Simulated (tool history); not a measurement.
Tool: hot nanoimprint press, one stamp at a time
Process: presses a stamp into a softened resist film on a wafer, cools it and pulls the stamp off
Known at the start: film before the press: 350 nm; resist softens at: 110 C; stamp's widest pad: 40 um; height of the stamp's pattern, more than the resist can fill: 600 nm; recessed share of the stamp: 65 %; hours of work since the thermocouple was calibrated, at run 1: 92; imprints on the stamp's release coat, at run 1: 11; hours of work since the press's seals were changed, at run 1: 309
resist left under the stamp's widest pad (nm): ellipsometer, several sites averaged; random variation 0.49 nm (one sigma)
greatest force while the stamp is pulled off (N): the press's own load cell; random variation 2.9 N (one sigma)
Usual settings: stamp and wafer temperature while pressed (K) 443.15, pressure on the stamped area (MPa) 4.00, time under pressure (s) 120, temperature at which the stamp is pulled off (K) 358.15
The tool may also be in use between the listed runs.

run,hour,stamp and wafer temperature while pressed (K),pressure on the stamped area (MPa),time under pressure (s),temperature at which the stamp is pulled off (K),hours of work since the thermocouple was calibrated,imprints on the stamp's release coat,hours of work since the press's seals were changed,resist left under the stamp's widest pad (nm),greatest force while the stamp is pulled off (N)
1,0.0,443.15,4.00,120,358.15,92,11,309,141.7,218
2,30.7,454.15,4.00,120,358.15,105,90,322,81.8,219
3,82.4,454.15,4.00,120,358.15,127,223,344,81.0,216
4,137.9,454.15,4.00,120,358.15,151,366,367,81.3,219
5,174.2,454.15,4.00,120,358.15,166,459,383,81.9,221
6,197.2,454.15,4.00,120,358.15,176,519,392,81.7,220
7,251.8,454.15,4.00,120,358.15,199,659,416,81.4,223
8,294.7,454.15,4.00,120,358.15,218,770,434,81.5,220
# hour 314.2: stamp cleaned and given a new release coat
9,337.0,454.15,4.73,154,358.15,233,59,449,67.3,219
10,373.0,454.15,4.73,154,358.15,248,152,465,66.7,225
11,401.2,447.15,2.55,86,354.15,260,224,477,162.4,237
12,453.8,447.15,2.55,86,354.15,283,360,499,161.9,243
13,479.0,447.15,5.04,86,354.15,293,424,510,118.8,242
# hour 525.7: plate thermocouple calibrated
14,531.0,438.15,5.04,188,354.15,2,550,531,140.7,248
15,578.6,443.15,4.28,120,358.15,22,673,551,136.8,220

5 ways to go on from here, each from the tool as it stands after run 15. What would each give?
A,603.9,443.15,3.14,203,352.15,33,738,562,?,?
B,603.9,439.15,4.28,71,358.15,33,738,562,?,?
C,603.9,450.15,4.20,120,349.15,33,738,562,?,?
D,603.9,443.15,4.00,117,358.15,33,738,562,?,?
E,603.9,445.15,4.00,120,343.15,33,738,562,?,?

run,resist left under the stamp's widest pad (nm),greatest force while the stamp is pulled off (N)
A,128.7,264
B,202.5,223
C,96.5,279
D,144.1,222
E,128.3,308
Without the tool's hidden state the same runs would have given:
run,resist left under the stamp's widest pad (nm),greatest force while the stamp is pulled off (N)
A,128.5,262
B,202.2,221
C,96.3,276
D,143.9,220
E,128.1,305

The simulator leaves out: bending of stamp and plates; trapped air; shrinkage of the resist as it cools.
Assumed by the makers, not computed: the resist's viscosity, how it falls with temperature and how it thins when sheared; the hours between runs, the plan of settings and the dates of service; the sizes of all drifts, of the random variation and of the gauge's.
